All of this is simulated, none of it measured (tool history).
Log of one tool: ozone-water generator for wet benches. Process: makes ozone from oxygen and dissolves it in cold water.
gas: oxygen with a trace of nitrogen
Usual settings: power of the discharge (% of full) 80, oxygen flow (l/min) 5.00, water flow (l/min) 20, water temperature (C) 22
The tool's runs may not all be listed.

run,hour,power of the discharge (% of full),oxygen flow (l/min),water flow (l/min),water temperature (C),dissolved ozone (ppm),ozone in the gas ahead of the water (g/m3)
1,0.0,80,5.00,20,22,14.4,139.8
2,115.8,80,5.00,20,22,14.3,138.3
3,195.8,80,5.00,20,22,14.4,140.5
4,306.4,80,7.00,20,22,14.6,122.5
5,411.0,80,5.00,20,22,14.0,139.0
6,469.5,41,5.00,20,22,9.2,91.1
7,579.2,41,5.00,20,22,9.1,90.2
8,682.6,41,5.00,20,22,9.3,91.7
9,807.8,41,5.00,20,22,9.4,90.6
10,930.5,94,5.00,20,22,15.3,148.5
11,1057.1,94,5.00,20,22,15.3,151.4
12,1159.6,94,5.00,20,22,14.9,148.7
13,1274.2,49,5.00,20,22,10.2,99.9
14,1383.3,80,5.00,20,15,14.8,134.7
15,1463.7,80,5.00,27,22,10.6,133.8
16,1535.8,80,3.35,20,22,12.4,156.9
17,1638.1,82,5.86,20,22,13.6,125.9
18,1698.7,82,5.86,20,22,13.7,127.1
# hour 1794.8: water thermometer calibrated
19,1826.6,80,5.00,27,22,10.3,132.4
20,1912.9,87,6.16,27,22,11.3,126.9
21,2031.7,87,6.16,27,22,11.2,126.5
22,2157.6,80,4.94,15,22,16.3,129.8
23,2242.0,54,7.64,24,20,9.7,87.1
24,2306.4,80,5.00,20,16,14.2,130.6
25,2375.2,49,5.00,20,22,9.9,97.4
26,2469.8,79,8.04,20,22,13.4,105.2
27,2530.7,80,6.06,20,16,14.6,118.9
28,2597.8,56,6.06,23,16,10.4,97.7
29,2689.2,80,7.77,13,26,16.1,106.0
30,2789.8,48,6.24,20,22,9.6,87.6
31,2846.1,48,6.24,20,22,9.9,86.4
32,2928.5,51,5.00,27,22,7.6,97.7

Forecast each of these 4 alternatives for the next run:
A,3027.6,51,2.66,27,27,?,?
B,3027.6,50,3.62,20,16,?,?
C,3027.6,51,5.00,27,25,?,?
D,3027.6,82,5.00,20,19,?,?

run,dissolved ozone (ppm),ozone in the gas ahead of the water (g/m3)
A,6.1,125.4
B,9.8,109.9
C,7.3,97.6
D,13.7,127.9
Without the tool's hidden state the same runs would have given:
run,dissolved ozone (ppm),ozone in the gas ahead of the water (g/m3)
A,7.6,152.4
B,12.2,133.1
C,9.1,118.5
D,18.3,167.5

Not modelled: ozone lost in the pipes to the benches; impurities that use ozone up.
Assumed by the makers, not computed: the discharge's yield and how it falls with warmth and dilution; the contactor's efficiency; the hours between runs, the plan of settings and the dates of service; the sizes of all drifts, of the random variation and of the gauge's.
